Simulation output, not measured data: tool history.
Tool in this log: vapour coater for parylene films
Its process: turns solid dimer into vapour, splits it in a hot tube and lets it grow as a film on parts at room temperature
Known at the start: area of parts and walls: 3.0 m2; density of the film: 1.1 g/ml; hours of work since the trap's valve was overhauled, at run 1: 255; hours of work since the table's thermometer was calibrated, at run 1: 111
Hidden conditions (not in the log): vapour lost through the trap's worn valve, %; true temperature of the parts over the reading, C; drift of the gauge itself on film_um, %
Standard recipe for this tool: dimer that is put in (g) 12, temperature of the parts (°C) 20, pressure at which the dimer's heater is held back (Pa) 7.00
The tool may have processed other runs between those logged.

| run | hour | dimer that is put in (g) | temperature of the parts (°C) | pressure at which the dimer's heater is held back (Pa) | hours of work since the trap's valve was overhauled | hours of work since the table's thermometer was calibrated | thickness of the film (um) |
|---|---|---|---|---|---|---|---|
| 1 | 0.0 | 12 | 20 | 7.00 | 255 | 111 | 1.57 |
| 2 | 33.5 | 12 | 20 | 7.00 | 278 | 134 | 1.58 |
| 3 | 61.0 | 12 | 20 | 6.04 | 296 | 152 | 1.62 |
| 4 | 112.6 | 12 | 20 | 7.00 | 331 | 187 | 1.55 |
| 5 | 149.6 | 12 | 20 | 7.00 | 356 | 212 | 1.57 |
| 6 | 194.8 | 12 | 20 | 2.78 | 386 | 242 | 1.91 |
| 7 | 246.7 | 12 | 20 | 2.78 | 421 | 277 | 1.91 |
| 8 | 296.3 | 12 | 20 | 2.78 | 455 | 311 | 1.89 |
|  | 316.1 | trap's valve overhauled |
| 9 | 328.7 | 12 | 20 | 2.78 | 9 | 330 | 2.12 |
| 10 | 365.2 | 12 | 20 | 7.00 | 33 | 354 | 1.64 |
| 11 | 402.2 | 12 | 20 | 7.00 | 58 | 379 | 1.63 |
| 12 | 448.4 | 12 | 20 | 7.00 | 89 | 410 | 1.66 |
| 13 | 486.2 | 12 | 20 | 7.00 | 114 | 436 | 1.64 |
| 14 | 517.9 | 12 | 20 | 7.00 | 136 | 457 | 1.60 |
| 15 | 552.6 | 12 | 20 | 11.51 | 159 | 480 | 1.42 |
| 16 | 585.1 | 12 | 20 | 11.51 | 181 | 502 | 1.43 |
| 17 | 618.7 | 12 | 20 | 11.51 | 204 | 525 | 1.40 |
| 18 | 656.9 | 12 | 20 | 11.51 | 229 | 551 | 1.41 |
| 19 | 706.2 | 12 | 20 | 11.51 | 263 | 584 | 1.39 |
| 20 | 737.0 | 12 | 20 | 11.51 | 283 | 605 | 1.36 |
| 21 | 762.3 | 12 | 20 | 7.00 | 300 | 622 | 1.56 |
| 22 | 786.3 | 12 | 20 | 7.00 | 316 | 638 | 1.55 |
| 23 | 830.1 | 12 | 15 | 8.50 | 346 | 667 | 1.61 |
| 24 | 856.8 | 12 | 15 | 8.50 | 364 | 685 | 1.62 |
| 25 | 897.5 | 14 | 14 | 10.58 | 391 | 713 | 1.82 |
| 26 | 941.3 | 13 | 20 | 7.00 | 421 | 742 | 1.65 |
| 27 | 971.4 | 7 | 20 | 3.57 | 441 | 762 | 1.04 |
|  | 1010.3 | trap's valve overhauled |
| 28 | 1021.9 | 8 | 18 | 2.98 | 8 | 794 | 1.41 |
| 29 | 1066.8 | 17 | 30 | 3.10 | 38 | 824 | 2.32 |
| 30 | 1091.5 | 17 | 30 | 3.10 | 55 | 840 | 2.32 |
| 31 | 1136.8 | 17 | 30 | 3.10 | 85 | 871 | 2.32 |
| 32 | 1166.4 | 19 | 23 | 2.15 | 105 | 891 | 3.21 |
| 33 | 1198.9 | 7 | 15 | 7.00 | 127 | 913 | 1.04 |
| 34 | 1233.5 | 12 | 20 | 4.11 | 150 | 936 | 1.85 |
| 35 | 1277.4 | 12 | 20 | 4.11 | 180 | 965 | 1.83 |
| 36 | 1302.4 | 12 | 22 | 5.41 | 197 | 982 | 1.65 |
| 37 | 1345.3 | 13 | 20 | 6.08 | 225 | 1011 | 1.79 |
| 38 | 1397.4 | 13 | 20 | 6.08 | 261 | 1046 | 1.75 |
| 39 | 1445.9 | 8 | 32 | 11.77 | 293 | 1079 | 0.73 |
| 40 | 1484.1 | 13 | 17 | 2.41 | 319 | 1105 | 2.33 |
| 41 | 1531.9 | 6 | 18 | 3.24 | 351 | 1137 | 0.98 |
| 42 | 1571.2 | 6 | 13 | 3.24 | 377 | 1163 | 1.06 |
| 43 | 1605.3 | 15 | 20 | 7.00 | 400 | 1186 | 1.89 |
| 44 | 1657.7 | 15 | 20 | 7.00 | 436 | 1221 | 1.86 |

Here are 5 independent what-if runs from the current tool condition. What would each one return?
| A | 1694.3 | 8 | 24 | 4.31 | 460 | 1246 | ? |
| B | 1694.3 | 9 | 32 | 2.32 | 460 | 1246 | ? |
| C | 1694.3 | 15 | 15 | 2.86 | 460 | 1246 | ? |
| D | 1694.3 | 5 | 20 | 2.02 | 460 | 1246 | ? |
| E | 1694.3 | 6 | 17 | 10.08 | 460 | 1246 | ? |

| run | thickness of the film (um) |
|---|---|
| A | 1.04 |
| B | 1.13 |
| C | 2.59 |
| D | 0.85 |
| E | 0.73 |
Without the tool's unlogged condition, the same runs would have read:
| run | thickness of the film (um) |
|---|---|
| A | 1.18 |
| B | 1.29 |
| C | 2.94 |
| D | 0.96 |
| E | 0.83 |
